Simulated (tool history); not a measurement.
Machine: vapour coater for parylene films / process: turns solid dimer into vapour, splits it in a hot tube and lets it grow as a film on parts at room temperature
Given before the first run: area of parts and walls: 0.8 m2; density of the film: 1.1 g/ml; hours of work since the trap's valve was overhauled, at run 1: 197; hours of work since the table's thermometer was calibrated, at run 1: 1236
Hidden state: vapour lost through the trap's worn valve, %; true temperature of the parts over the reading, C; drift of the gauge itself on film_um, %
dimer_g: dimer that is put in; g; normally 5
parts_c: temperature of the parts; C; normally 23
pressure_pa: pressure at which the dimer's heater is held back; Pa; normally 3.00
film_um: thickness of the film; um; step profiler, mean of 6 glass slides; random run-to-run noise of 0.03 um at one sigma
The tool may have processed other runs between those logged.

run     day  dimer_g  parts_c  pressure_pa  hours of work since the trap's valve was overhauled  hours of work since the table's thermometer was calibrated  film_um
  1   0.000        5       23         3.00                                                  197                                                        1236     3.81
  2   1.858        5       23         3.00                                                  228                                                        1266     3.76
  3   3.633        5       23         3.00                                                  257                                                        1295     3.74
  4   5.083        5       23         3.00                                                  281                                                        1319     3.66
  5   6.208        5       23         3.00                                                  299                                                        1337     3.71
  6   7.388        5       17         3.00                                                  318                                                        1356     4.18
  7   8.750        5       17         3.00                                                  341                                                        1379     4.12
  8  10.000        5       17         2.67                                                  361                                                        1399     4.14
     10.412  -- trap's valve overhauled
  9  11.979        5       29         2.67                                                   26                                                        1429     3.53
 10  14.454        5       29         2.67                                                   66                                                        1469     3.57
 11  16.754        5       29         2.67                                                  104                                                        1507     3.50
 12  18.629        5       23         3.00                                                  134                                                        1537     3.93
 13  20.483        5       23         3.00                                                  165                                                        1568     3.87
 14  23.188        5       23         3.00                                                  209                                                        1612     3.77
 15  24.800        5       23         3.00                                                  235                                                        1638     3.73
 16  26.883        5       23         3.00                                                  269                                                        1672     3.59
 17  28.238        5       23         3.00                                                  291                                                        1694     3.66
 18  29.358        5       23         3.00                                                  310                                                        1713     3.58
 19  31.383        6       23         3.00                                                  343                                                        1746     4.23
     32.812  -- trap's valve overhauled
 20  33.000        6       23         3.00                                                    3                                                        1770     5.06
 21  34.696        5       23         3.00                                                   31                                                        1797     4.08
 22  36.000        5       23         3.00                                                   52                                                        1819     4.02
 23  38.342        5       23         3.00                                                   90                                                        1857     4.05
 24  39.562        5       23         2.48                                                  110                                                        1877     4.04
 25  41.767        2       22         3.00                                                  146                                                        1913     1.63
 26  44.338        2       22         3.00                                                  188                                                        1955     1.56
 27  46.767        5       17         9.45                                                  228                                                        1995     3.99
 28  48.292        5       18         2.46                                                  253                                                        2020     4.20
 29  49.812        6       15         8.62                                                  278                                                        2044     5.06
 30  51.108        8       28         3.00                                                  299                                                        2066     5.29
 31  53.792        2       19         2.61                                                  343                                                        2110     1.56
     55.112  -- trap's valve overhauled
 32  55.754        2       22         9.08                                                   10                                                        2139     1.60
 33  57.900        2       29         2.35                                                   46                                                        2174     1.44
 34  59.888        2       29         2.35                                                   78                                                        2206     1.44
 35  62.396        4       29         2.35                                                  119                                                        2247     2.77
 36  64.362        4       29         2.35                                                  151                                                        2280     2.78
 37  65.538        4       32         6.93                                                  170                                                        2299     2.50
 38  67.062        5       32         6.90                                                  195                                                        2324     2.98
 39  68.583        5       32         6.90                                                  220                                                        2349     2.94
 40  71.300        5       32         7.49                                                  265                                                        2393     2.90
 41  72.917        2       27         5.39                                                  291                                                        2419     1.30
 42  74.521        2       27         5.39                                                  317                                                        2446     1.30
     74.817  -- table's thermometer calibrated
 43  76.892        2       27         5.39                                                  355                                                          34     1.25
     77.529  -- trap's valve overhauled
 44  79.267        2       27         5.39                                                   28                                                          70     1.41
 45  81.304        7       17         5.39                                                   62                                                         103     6.14
 46  82.817        5       30         5.27                                                   86                                                         128     3.22
 47  85.175        3       33         3.31                                                  125                                                         167     1.85

Here are 4 independent what-if runs from the current tool condition. What would each one return?
  A  86.571        3       21         6.92                                                  148                                                         189        ?
  B  86.571        3       23         3.00                                                  148                                                         189        ?
  C  86.571        3       22         3.68                                                  148                                                         189        ?
  D  86.571        3       33         4.01                                                  148                                                         189        ?

run  film_um
  A     2.30
  B     2.30
  C     2.32
  D     1.80
The same runs, with their run-to-run variation unchanged, on a tool lacking any hidden condition would have given:
run  film_um
  A     2.44
  B     2.44
  C     2.46
  D     1.91
